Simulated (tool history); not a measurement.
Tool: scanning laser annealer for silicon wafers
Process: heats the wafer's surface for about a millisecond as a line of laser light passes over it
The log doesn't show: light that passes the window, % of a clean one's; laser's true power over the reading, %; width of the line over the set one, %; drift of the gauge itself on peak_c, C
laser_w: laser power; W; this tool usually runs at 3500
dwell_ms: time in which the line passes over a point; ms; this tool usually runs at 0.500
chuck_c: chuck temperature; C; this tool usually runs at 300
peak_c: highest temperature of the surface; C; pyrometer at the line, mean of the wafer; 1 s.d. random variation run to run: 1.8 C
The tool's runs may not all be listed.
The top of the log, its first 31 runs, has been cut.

run	hour	laser_w	dwell_ms	chuck_c	hours of work since the window was cleaned	hours of work since the power meter was calibrated	hours of work since the optics were aligned	peak_c
32	447.7	3787	0.530	285	744	489	505	1044
33	459.7	3787	0.530	285	752	498	513	1048
# hour 471.9: window over the wafer cleaned
34	477.3	3787	0.530	285	4	509	525	1107
35	495.2	3504	0.434	262	17	522	538	934
36	512.4	3504	0.434	262	29	535	550	935
37	528.6	3689	0.532	300	41	547	562	1090
38	539.1	3500	0.503	308	49	554	569	1026
39	552.9	3500	0.445	304	59	564	579	981

Consider 4 possible next runs. They are alternatives, not a sequence: every one starts from the tool as it was left by run 39. What does each give?
A	573.3	2997	0.379	275	73	579	594	?
B	573.3	3500	0.481	336	73	579	594	?
C	573.3	3557	0.371	279	73	579	594	?
D	573.3	3306	0.501	326	73	579	594	?

run	peak_c
A	784
B	1037
C	917
D	984
Take away the tool's hidden state, keep each run's random variation, and the runs would have read:
run	peak_c
A	790
B	1046
C	925
D	992

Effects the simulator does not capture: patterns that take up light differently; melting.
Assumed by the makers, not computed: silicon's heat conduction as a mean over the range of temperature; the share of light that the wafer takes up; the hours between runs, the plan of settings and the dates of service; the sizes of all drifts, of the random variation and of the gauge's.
